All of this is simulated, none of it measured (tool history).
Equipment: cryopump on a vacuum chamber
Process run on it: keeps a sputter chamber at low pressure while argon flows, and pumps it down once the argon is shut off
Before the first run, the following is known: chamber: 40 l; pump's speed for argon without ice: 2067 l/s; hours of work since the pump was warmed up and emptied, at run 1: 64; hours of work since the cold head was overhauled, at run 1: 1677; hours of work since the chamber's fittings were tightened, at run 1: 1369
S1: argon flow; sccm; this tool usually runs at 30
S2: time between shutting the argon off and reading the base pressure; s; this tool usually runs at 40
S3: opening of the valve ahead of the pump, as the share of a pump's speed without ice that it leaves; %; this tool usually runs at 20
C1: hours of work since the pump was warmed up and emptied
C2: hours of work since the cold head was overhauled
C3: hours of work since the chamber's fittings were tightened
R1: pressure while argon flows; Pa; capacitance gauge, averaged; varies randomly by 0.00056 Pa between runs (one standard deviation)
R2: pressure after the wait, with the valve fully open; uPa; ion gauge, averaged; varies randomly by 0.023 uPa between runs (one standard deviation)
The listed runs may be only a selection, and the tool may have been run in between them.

run 1 day=0.000 | S1=30 S2=40 S3=20 | C1=64 C2=1677 C3=1369 | R1=0.1242 R2=0.93
run 2 day=3.317 | S1=33 S2=40 S3=20 | C1=109 C2=1722 C3=1415 | R1=0.1368 R2=0.96
run 3 day=7.088 | S1=33 S2=119 S3=20 | C1=160 C2=1773 C3=1466 | R1=0.1371 R2=0.57
run 4 day=10.629 | S1=30 S2=40 S3=50 | C1=208 C2=1822 C3=1514 | R1=0.0521 R2=0.99
run 5 day=14.162 | S1=30 S2=40 S3=50 | C1=256 C2=1870 C3=1562 | R1=0.0534 R2=0.95
run 6 day=17.642 | S1=30 S2=40 S3=50 | C1=303 C2=1917 C3=1609 | R1=0.0552 R2=1.01
run 7 day=20.938 | S1=30 S2=23 S3=20 | C1=348 C2=1962 C3=1654 | R1=0.1296 R2=1.41
-- day=23.542 pump warmed up, emptied and cooled again
run 8 day=24.579 | S1=30 S2=23 S3=20 | C1=14 C2=2008 C3=1701 | R1=0.1234 R2=1.37
run 9 day=27.421 | S1=14 S2=33 S3=57 | C1=53 C2=2047 C3=1739 | R1=0.0202 R2=1.03
run 10 day=30.583 | S1=23 S2=33 S3=47 | C1=96 C2=2090 C3=1782 | R1=0.0417 R2=1.07
run 11 day=33.888 | S1=23 S2=33 S3=24 | C1=141 C2=2135 C3=1827 | R1=0.0797 R2=1.11
run 12 day=36.829 | S1=23 S2=33 S3=24 | C1=181 C2=2175 C3=1867 | R1=0.0814 R2=1.16
run 13 day=39.175 | S1=14 S2=33 S3=40 | C1=212 C2=2207 C3=1899 | R1=0.0305 R2=1.13
run 14 day=43.254 | S1=14 S2=65 S3=40 | C1=268 C2=2262 C3=1954 | R1=0.0310 R2=0.84
run 15 day=45.233 | S1=13 S2=207 S3=54 | C1=295 C2=2289 C3=1981 | R1=0.0216 R2=0.63
run 16 day=48.008 | S1=13 S2=207 S3=54 | C1=333 C2=2327 C3=2019 | R1=0.0226 R2=0.67

Branching from run 16: 3 alternative next runs. What would each branch give?
run A day=51.379 | S1=30 S2=40 S3=21 | C1=378 C2=2373 C3=2065 | R1=? R2=?
run B day=51.379 | S1=52 S2=128 S3=54 | C1=378 C2=2373 C3=2065 | R1=? R2=?
run C day=51.379 | S1=32 S2=85 S3=54 | C1=378 C2=2373 C3=2065 | R1=? R2=?

run=A R1=0.1234 R2=1.11
run=B R1=0.0911 R2=0.75
run=C R1=0.0560 R2=0.76
With no hidden state in the tool, these same runs would have given:
run=A R1=0.1162 R2=0.71
run=B R1=0.0787 R2=0.34
run=C R1=0.0484 R2=0.37

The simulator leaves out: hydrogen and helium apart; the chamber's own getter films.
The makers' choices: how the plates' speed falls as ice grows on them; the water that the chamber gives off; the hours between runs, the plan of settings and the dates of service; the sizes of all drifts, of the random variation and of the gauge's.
